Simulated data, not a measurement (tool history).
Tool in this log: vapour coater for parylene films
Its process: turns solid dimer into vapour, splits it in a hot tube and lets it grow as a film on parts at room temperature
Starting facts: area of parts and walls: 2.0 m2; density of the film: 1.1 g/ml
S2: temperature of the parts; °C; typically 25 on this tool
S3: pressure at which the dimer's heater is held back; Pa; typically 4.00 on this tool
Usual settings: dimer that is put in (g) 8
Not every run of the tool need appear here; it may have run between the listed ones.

run 1 hour=0.0 | dimer_that_is_put_in_(g)=8 S2=25 S3=4.00 | thickness_of_the_film_(um)=2.186
run 2 hour=23.7 | dimer_that_is_put_in_(g)=8 S2=25 S3=4.00 | thickness_of_the_film_(um)=2.180
run 3 hour=52.6 | dimer_that_is_put_in_(g)=8 S2=20 S3=4.00 | thickness_of_the_film_(um)=2.456
run 4 hour=73.2 | dimer_that_is_put_in_(g)=8 S2=20 S3=4.00 | thickness_of_the_film_(um)=2.451
run 5 hour=97.0 | dimer_that_is_put_in_(g)=5 S2=25 S3=4.00 | thickness_of_the_film_(um)=1.360
run 6 hour=117.2 | dimer_that_is_put_in_(g)=8 S2=30 S3=4.00 | thickness_of_the_film_(um)=1.929
-- hour=137.7 trap's valve overhauled
run 7 hour=148.4 | dimer_that_is_put_in_(g)=8 S2=25 S3=4.00 | thickness_of_the_film_(um)=2.184
run 8 hour=168.8 | dimer_that_is_put_in_(g)=8 S2=25 S3=4.00 | thickness_of_the_film_(um)=2.186
run 9 hour=196.1 | dimer_that_is_put_in_(g)=8 S2=25 S3=4.00 | thickness_of_the_film_(um)=2.184
run 10 hour=212.4 | dimer_that_is_put_in_(g)=8 S2=36 S3=4.00 | thickness_of_the_film_(um)=1.671
run 11 hour=239.2 | dimer_that_is_put_in_(g)=8 S2=36 S3=4.00 | thickness_of_the_film_(um)=1.676
run 12 hour=262.4 | dimer_that_is_put_in_(g)=8 S2=36 S3=4.00 | thickness_of_the_film_(um)=1.671
run 13 hour=284.9 | dimer_that_is_put_in_(g)=8 S2=36 S3=4.00 | thickness_of_the_film_(um)=1.673
run 14 hour=306.5 | dimer_that_is_put_in_(g)=8 S2=36 S3=4.00 | thickness_of_the_film_(um)=1.670
run 15 hour=326.2 | dimer_that_is_put_in_(g)=8 S2=36 S3=4.00 | thickness_of_the_film_(um)=1.684
run 16 hour=350.5 | dimer_that_is_put_in_(g)=8 S2=36 S3=4.00 | thickness_of_the_film_(um)=1.679
run 17 hour=377.9 | dimer_that_is_put_in_(g)=8 S2=36 S3=4.00 | thickness_of_the_film_(um)=1.677
run 18 hour=394.4 | dimer_that_is_put_in_(g)=3 S2=25 S3=4.00 | thickness_of_the_film_(um)=0.818
run 19 hour=415.9 | dimer_that_is_put_in_(g)=3 S2=25 S3=4.00 | thickness_of_the_film_(um)=0.824
run 20 hour=445.0 | dimer_that_is_put_in_(g)=3 S2=25 S3=4.00 | thickness_of_the_film_(um)=0.820
run 21 hour=463.0 | dimer_that_is_put_in_(g)=3 S2=25 S3=4.13 | thickness_of_the_film_(um)=0.814
run 22 hour=485.3 | dimer_that_is_put_in_(g)=3 S2=25 S3=4.13 | thickness_of_the_film_(um)=0.810
run 23 hour=514.2 | dimer_that_is_put_in_(g)=3 S2=25 S3=4.13 | thickness_of_the_film_(um)=0.811
run 24 hour=529.2 | dimer_that_is_put_in_(g)=3 S2=25 S3=4.13 | thickness_of_the_film_(um)=0.806
run 25 hour=551.0 | dimer_that_is_put_in_(g)=3 S2=25 S3=4.13 | thickness_of_the_film_(um)=0.817
run 26 hour=568.5 | dimer_that_is_put_in_(g)=9 S2=18 S3=4.18 | thickness_of_the_film_(um)=2.865
run 27 hour=581.2 | dimer_that_is_put_in_(g)=12 S2=27 S3=3.22 | thickness_of_the_film_(um)=3.256

What will run 28 give?
run 28 hour=597.8 | dimer_that_is_put_in_(g)=12 S2=19 S3=2.82 | thickness_of_the_film_(um)=?

{"run 28": {"thickness of the film (um)": 4.035}}
With no hidden state in the tool, this same run would have given thickness of the film (um) 4.037.
